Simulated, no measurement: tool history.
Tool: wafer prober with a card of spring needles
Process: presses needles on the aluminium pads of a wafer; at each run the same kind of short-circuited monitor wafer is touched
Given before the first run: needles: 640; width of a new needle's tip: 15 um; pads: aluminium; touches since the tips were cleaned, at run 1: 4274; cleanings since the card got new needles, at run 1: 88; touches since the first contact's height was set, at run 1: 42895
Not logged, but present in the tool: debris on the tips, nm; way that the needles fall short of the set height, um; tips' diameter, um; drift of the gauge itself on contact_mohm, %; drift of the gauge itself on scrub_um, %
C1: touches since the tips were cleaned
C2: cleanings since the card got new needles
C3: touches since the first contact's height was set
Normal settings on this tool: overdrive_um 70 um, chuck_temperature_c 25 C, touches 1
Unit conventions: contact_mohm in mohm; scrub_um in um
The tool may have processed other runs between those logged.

Run 1, hour 0.0: usual settings; C1 4274; C2 88; C3 42895. Result: contact_mohm 129 mohm, scrub_um 16.01 um.
At hour 6.1: tips cleaned on abrasive film.
At hour 21.0: tips cleaned on abrasive film.
At hour 33.0: tips cleaned on abrasive film.
At hour 48.0: tips cleaned on abrasive film.
Run 2, hour 48.6: usual settings; C1 372; C2 92; C3 72647. Result: contact_mohm 126 mohm, scrub_um 15.99 um.
At hour 60.5: tips cleaned on abrasive film.
At hour 72.5: tips cleaned on abrasive film.
At hour 87.5: tips cleaned on abrasive film.
Run 3, hour 90.6: usual settings; C1 1895; C2 95; C3 98386. Result: contact_mohm 129 mohm, scrub_um 16.00 um.
At hour 99.6: tips cleaned on abrasive film.
At hour 102.9: height of the first contact set anew.
At hour 111.9: tips cleaned on abrasive film.
At hour 126.8: tips cleaned on abrasive film.
Run 4, hour 133.3: usual settings; C1 4042; C2 98; C3 18660. Result: contact_mohm 130 mohm, scrub_um 16.00 um.
At hour 139.4: tips cleaned on abrasive film.
At hour 154.3: tips cleaned on abrasive film.
At hour 169.3: tips cleaned on abrasive film.
Run 5, hour 174.4: usual settings; C1 3156; C2 101; C3 43842. Result: contact_mohm 126 mohm, scrub_um 16.00 um.
At hour 183.5: tips cleaned on abrasive film.
At hour 195.5: tips cleaned on abrasive film.
Run 6, hour 207.1: usual settings; C1 7172; C2 103; C3 63888. Result: contact_mohm 126 mohm, scrub_um 16.03 um.
At hour 210.2: tips cleaned on abrasive film.
At hour 225.2: tips cleaned on abrasive film.
At hour 240.2: tips cleaned on abrasive film.
At hour 255.2: tips cleaned on abrasive film.
Run 7, hour 262.2: usual settings; C1 4332; C2 107; C3 97646. Result: contact_mohm 129 mohm, scrub_um 15.96 um.
At hour 268.2: tips cleaned on abrasive film.
At hour 274.5: height of the first contact set anew.
At hour 280.5: tips cleaned on abrasive film.
At hour 292.5: tips cleaned on abrasive film.
Run 8, hour 297.7: usual settings; C1 3187; C2 110; C3 14222. Result: contact_mohm 127 mohm, scrub_um 16.00 um.
At hour 306.7: tips cleaned on abrasive film.
At hour 318.8: tips cleaned on abrasive film.
At hour 333.7: tips cleaned on abrasive film.
At hour 347.4: tips cleaned on abrasive film.
Run 9, hour 347.4: usual settings; C1 0; C2 114; C3 44658. Result: contact_mohm 126 mohm, scrub_um 16.01 um.
At hour 362.4: tips cleaned on abrasive film.
At hour 377.3: tips cleaned on abrasive film.
Run 10, hour 378.1: usual settings; C1 459; C2 116; C3 63463. Result: contact_mohm 126 mohm, scrub_um 16.01 um.
At hour 390.1: tips cleaned on abrasive film.
At hour 405.1: tips cleaned on abrasive film.
At hour 420.1: tips cleaned on abrasive film.
At hour 432.4: tips cleaned on abrasive film.
Run 11, hour 432.4: usual settings; C1 0; C2 120; C3 96748. Result: contact_mohm 124 mohm, scrub_um 16.02 um.
At hour 447.4: tips cleaned on abrasive film.
At hour 447.7: height of the first contact set anew.
At hour 462.5: tips cleaned on abrasive film.
Run 12, hour 471.2: usual settings; C1 5376; C2 122; C3 14444. Result: contact_mohm 126 mohm, scrub_um 16.01 um.
At hour 477.2: tips cleaned on abrasive film.
At hour 489.2: tips cleaned on abrasive film.
Run 13, hour 501.1: usual settings; C1 7309; C2 124; C3 32788. Result: contact_mohm 128 mohm, scrub_um 16.02 um.
At hour 504.2: tips cleaned on abrasive film.
At hour 516.2: tips cleaned on abrasive film.
At hour 531.0: tips cleaned on abrasive film.
At hour 546.0: tips cleaned on abrasive film.
At hour 558.0: tips cleaned on abrasive film.
Run 14, hour 565.3: usual settings but overdrive_um 76 um, chuck_temperature_c 79 C; C1 4481; C2 129; C3 72092. Result: contact_mohm 133 mohm, scrub_um 17.38 um.
At hour 571.3: tips cleaned on abrasive film.
At hour 586.3: tips cleaned on abrasive film.
At hour 598.3: tips cleaned on abrasive film.
At hour 613.3: tips cleaned on abrasive film.
At hour 618.8: height of the first contact set anew.
Run 15, hour 618.8: usual settings but overdrive_um 61 um, chuck_temperature_c 79 C, touches 2; C1 3224; C2 133; C3 0. Result: contact_mohm 140 mohm, scrub_um 13.90 um.
At hour 627.9: tips cleaned on abrasive film.
At hour 642.6: tips cleaned on abrasive film.
At hour 655.3: tips cleaned on abrasive film.
Run 16, hour 655.3: usual settings but overdrive_um 61 um, chuck_temperature_c 85 C, touches 2; C1 0; C2 136; C3 22330. Result: contact_mohm 142 mohm, scrub_um 13.98 um.
At hour 670.3: tips cleaned on abrasive film.
At hour 682.3: tips cleaned on abrasive film.
Run 17, hour 692.9: usual settings but overdrive_um 85 um, chuck_temperature_c 27 C, touches 2; C1 6547; C2 138; C3 45412. Result: contact_mohm 124 mohm, scrub_um 19.44 um.
At hour 696.0: tips cleaned on abrasive film.
At hour 710.7: tips cleaned on abrasive film.
At hour 722.7: tips cleaned on abrasive film.
At hour 737.5: tips cleaned on abrasive film.
At hour 750.8: tips cleaned on abrasive film.
Run 18, hour 750.8: usual settings but overdrive_um 66 um; C1 0; C2 143; C3 80819. Result: contact_mohm 129 mohm, scrub_um 15.07 um.
At hour 765.8: tips cleaned on abrasive film.
At hour 777.8: tips cleaned on abrasive film.
At hour 790.0: height of the first contact set anew.
At hour 793.1: tips cleaned on abrasive film.
At hour 805.1: tips cleaned on abrasive film.
Run 19, hour 810.5: usual settings but overdrive_um 66 um; C1 3318; C2 147; C3 12514. Result: contact_mohm 127 mohm, scrub_um 15.11 um.
At hour 819.5: tips cleaned on abrasive film.
At hour 834.5: tips cleaned on abrasive film.
Run 20, hour 841.7: usual settings but overdrive_um 54 um, touches 2; C1 4451; C2 149; C3 31678. Result: contact_mohm 131 mohm, scrub_um 12.32 um.
At hour 847.8: tips cleaned on abrasive film.
At hour 862.8: tips cleaned on abrasive film.
At hour 874.8: tips cleaned on abrasive film.
Run 21, hour 878.3: usual settings but overdrive_um 54 um, touches 2; C1 2200; C2 152; C3 54108. Result: contact_mohm 132 mohm, scrub_um 12.37 um.
At hour 887.4: tips cleaned on abrasive film.
At hour 902.4: tips cleaned on abrasive film.
At hour 917.4: tips cleaned on abrasive film.
Run 22, hour 925.7: usual settings but overdrive_um 60 um, chuck_temperature_c 123 C, touches 2; C1 5154; C2 155; C3 83170. Result: contact_mohm 147 mohm, scrub_um 13.71 um.
At hour 931.8: tips cleaned on abrasive film.
At hour 943.8: tips cleaned on abrasive film.
At hour 955.8: tips cleaned on abrasive film.
Run 23, hour 956.6: usual settings but overdrive_um 54 um, chuck_temperature_c 72 C; C1 507; C2 158; C3 102068. Result: contact_mohm 143 mohm, scrub_um 12.38 um.
At hour 962.9: height of the first contact set anew.
At hour 968.8: tips cleaned on abrasive film.
At hour 983.5: tips cleaned on abrasive film.
Run 24, hour 984.2: usual settings but overdrive_um 54 um, chuck_temperature_c 72 C; C1 466; C2 160; C3 13063. Result: contact_mohm 145 mohm, scrub_um 12.38 um.
At hour 996.0: tips cleaned on abrasive film.
At hour 1010.9: tips cleaned on abrasive film.
At hour 1022.9: tips cleaned on abrasive film.
At hour 1037.9: tips cleaned on abrasive film.
Run 25, hour 1045.2: usual settings but overdrive_um 52 um, chuck_temperature_c 31 C, touches 2; C1 4507; C2 164; C3 50472. Result: contact_mohm 136 mohm, scrub_um 11.86 um.
At hour 1051.2: tips cleaned on abrasive film.
At hour 1066.2: tips cleaned on abrasive film.
Run 26, hour 1072.7: usual settings but overdrive_um 52 um, chuck_temperature_c 31 C, touches 2; C1 3994; C2 166; C3 67300. Result: contact_mohm 133 mohm, scrub_um 11.86 um.

Across each entry between runs, compare the hidden state at the last listed run before it with the hidden state at the first listed run after it:
From run 1 to run 2: tips cleaned on abrasive film (hour 6.1); tips cleaned on abrasive film (hour 21.0); tips cleaned on abrasive film (hour 33.0); tips cleaned on abrasive film (hour 48.0)
  debris on the tips, nm: 0.2 -> 0.1
From run 2 to run 3: tips cleaned on abrasive film (hour 60.5); tips cleaned on abrasive film (hour 72.5); tips cleaned on abrasive film (hour 87.5)
  both runs share identical hidden conditions
From run 3 to run 4: tips cleaned on abrasive film (hour 99.6); height of the first contact set anew (hour 102.9); tips cleaned on abrasive film (hour 111.9); tips cleaned on abrasive film (hour 126.8)
  debris on the tips, nm: 0.1 -> 0.2
From run 4 to run 5: tips cleaned on abrasive film (hour 139.4); tips cleaned on abrasive film (hour 154.3); tips cleaned on abrasive film (hour 169.3)
  both runs share identical hidden conditions
From run 5 to run 6: tips cleaned on abrasive film (hour 183.5); tips cleaned on abrasive film (hour 195.5)
  debris on the tips, nm: 0.2 -> 0.3
From run 6 to run 7: tips cleaned on abrasive film (hour 210.2); tips cleaned on abrasive film (hour 225.2); tips cleaned on abrasive film (hour 240.2); tips cleaned on abrasive film (hour 255.2)
  debris on the tips, nm: 0.3 -> 0.2
From run 7 to run 8: tips cleaned on abrasive film (hour 268.2); height of the first contact set anew (hour 274.5); tips cleaned on abrasive film (hour 280.5); tips cleaned on abrasive film (hour 292.5)
  both runs share identical hidden conditions
From run 8 to run 9: tips cleaned on abrasive film (hour 306.7); tips cleaned on abrasive film (hour 318.8); tips cleaned on abrasive film (hour 333.7); tips cleaned on abrasive film (hour 347.4)
  debris on the tips, nm: 0.2 -> 0
From run 9 to run 10: tips cleaned on abrasive film (hour 362.4); tips cleaned on abrasive film (hour 377.3)
  debris on the tips, nm: 0 -> 0.1
From run 10 to run 11: tips cleaned on abrasive film (hour 390.1); tips cleaned on abrasive film (hour 405.1); tips cleaned on abrasive film (hour 420.1); tips cleaned on abrasive film (hour 432.4)
  debris on the tips, nm: 0.1 -> 0
From run 11 to run 12: tips cleaned on abrasive film (hour 447.4); height of the first contact set anew (hour 447.7); tips cleaned on abrasive film (hour 462.5)
  debris on the tips, nm: 0 -> 0.2
From run 12 to run 13: tips cleaned on abrasive film (hour 477.2); tips cleaned on abrasive film (hour 489.2)
  debris on the tips, nm: 0.2 -> 0.3
From run 13 to run 14: tips cleaned on abrasive film (hour 504.2); tips cleaned on abrasive film (hour 516.2); tips cleaned on abrasive film (hour 531.0); tips cleaned on abrasive film (hour 546.0); tips cleaned on abrasive film (hour 558.0)
  debris on the tips, nm: 0.3 -> 0.2
From run 14 to run 15: tips cleaned on abrasive film (hour 571.3); tips cleaned on abrasive film (hour 586.3); tips cleaned on abrasive film (hour 598.3); tips cleaned on abrasive film (hour 613.3); height of the first contact set anew (hour 618.8)
  both runs share identical hidden conditions
From run 15 to run 16: tips cleaned on abrasive film (hour 627.9); tips cleaned on abrasive film (hour 642.6); tips cleaned on abrasive film (hour 655.3)
  debris on the tips, nm: 0.2 -> 0
From run 16 to run 17: tips cleaned on abrasive film (hour 670.3); tips cleaned on abrasive film (hour 682.3)
  debris on the tips, nm: 0 -> 0.3
From run 17 to run 18: tips cleaned on abrasive film (hour 696.0); tips cleaned on abrasive film (hour 710.7); tips cleaned on abrasive film (hour 722.7); tips cleaned on abrasive film (hour 737.5); tips cleaned on abrasive film (hour 750.8)
  debris on the tips, nm: 0.3 -> 0
From run 18 to run 19: tips cleaned on abrasive film (hour 765.8); tips cleaned on abrasive film (hour 777.8); height of the first contact set anew (hour 790.0); tips cleaned on abrasive film (hour 793.1); tips cleaned on abrasive film (hour 805.1)
  debris on the tips, nm: 0 -> 0.2
From run 19 to run 20: tips cleaned on abrasive film (hour 819.5); tips cleaned on abrasive film (hour 834.5)
  both runs share identical hidden conditions
From run 20 to run 21: tips cleaned on abrasive film (hour 847.8); tips cleaned on abrasive film (hour 862.8); tips cleaned on abrasive film (hour 874.8)
  both runs share identical hidden conditions
From run 21 to run 22: tips cleaned on abrasive film (hour 887.4); tips cleaned on abrasive film (hour 902.4); tips cleaned on abrasive film (hour 917.4)
  both runs share identical hidden conditions
From run 22 to run 23: tips cleaned on abrasive film (hour 931.8); tips cleaned on abrasive film (hour 943.8); tips cleaned on abrasive film (hour 955.8)
  debris on the tips, nm: 0.2 -> 0.1
From run 23 to run 24: height of the first contact set anew (hour 962.9); tips cleaned on abrasive film (hour 968.8); tips cleaned on abrasive film (hour 983.5)
  both runs share identical hidden conditions
From run 24 to run 25: tips cleaned on abrasive film (hour 996.0); tips cleaned on abrasive film (hour 1010.9); tips cleaned on abrasive film (hour 1022.9); tips cleaned on abrasive film (hour 1037.9)
  debris on the tips, nm: 0.1 -> 0.2
From run 25 to run 26: tips cleaned on abrasive film (hour 1051.2); tips cleaned on abrasive film (hour 1066.2)
  both runs share identical hidden conditions

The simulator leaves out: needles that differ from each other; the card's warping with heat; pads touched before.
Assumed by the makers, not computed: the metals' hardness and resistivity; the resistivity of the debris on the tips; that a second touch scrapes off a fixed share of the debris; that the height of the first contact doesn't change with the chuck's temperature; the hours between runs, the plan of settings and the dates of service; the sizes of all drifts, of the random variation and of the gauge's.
